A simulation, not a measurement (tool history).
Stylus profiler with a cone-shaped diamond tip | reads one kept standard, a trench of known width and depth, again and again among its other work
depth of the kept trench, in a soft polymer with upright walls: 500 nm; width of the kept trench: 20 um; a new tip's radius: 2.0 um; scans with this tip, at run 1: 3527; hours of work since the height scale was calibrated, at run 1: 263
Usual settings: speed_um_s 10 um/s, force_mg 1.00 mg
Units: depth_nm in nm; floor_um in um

run	hour	speed_um_s	force_mg	scans with this tip	hours of work since the height scale was calibrated	depth_nm	floor_um
1	0.0	10	1.00	3527	263	502.75	16.70
2	17.9	10	1.00	3666	273	502.53	16.62
3	30.8	10	1.00	3766	280	502.52	16.62
4	45.0	10	1.00	3877	289	502.59	16.58
5	62.5	10	1.00	4013	299	502.57	16.55
6	73.8	10	1.00	4100	305	502.79	16.62
7	81.8	10	1.00	4162	310	502.69	16.59
8	98.5	10	1.00	4292	319	502.47	16.57
9	113.0	12	1.00	4404	328	502.82	16.44
10	121.0	12	1.00	4467	332	502.60	16.52
11	136.5	7	0.36	4587	341	501.68	16.44
12	153.1	7	0.36	4716	351	501.57	16.46
# hour 154.9: height scale calibrated on a step standard
13	166.2	7	0.36	4814	7	501.90	16.43
14	175.4	17	0.45	4885	12	502.40	16.28
# hour 192.7: height scale calibrated on a step standard, once more
15	194.4	17	0.37	5029	1	501.03	16.27
16	206.7	17	0.37	5124	8	501.38	16.25
17	217.2	6	1.81	5206	14	503.09	16.43
18	226.1	2	1.70	5275	19	503.31	16.48
19	238.8	2	1.70	5373	27	503.31	16.44
20	254.1	2	1.70	5492	35	503.16	16.41

Some steps in depth_nm between neighbouring runs. How much of each would the tool show without its hidden state too (settings, what came in, random variation), and how much is left for the hidden state, with any gauge scatter that isn't in both results?
The hidden state here: radius of the tip, um; height scale over the true one, %; drift of the gauge itself on depth_nm, %; drift of the gauge itself on floor_um, %.
Run 12 -> 13: height scale calibrated on a step standard. depth_nm +0.33 nm: hidden state +0.18, all else +0.15.
Run 14 -> 15: force_mg 0.45 -> 0.37, height scale calibrated on a step standard, once more. depth_nm -1.37 nm: hidden state -0.79, all else -0.58.
Run 16 -> 17: speed_um_s 17 -> 6, force_mg 0.37 -> 1.81. depth_nm +1.71 nm: hidden state +0.01, all else +1.70.
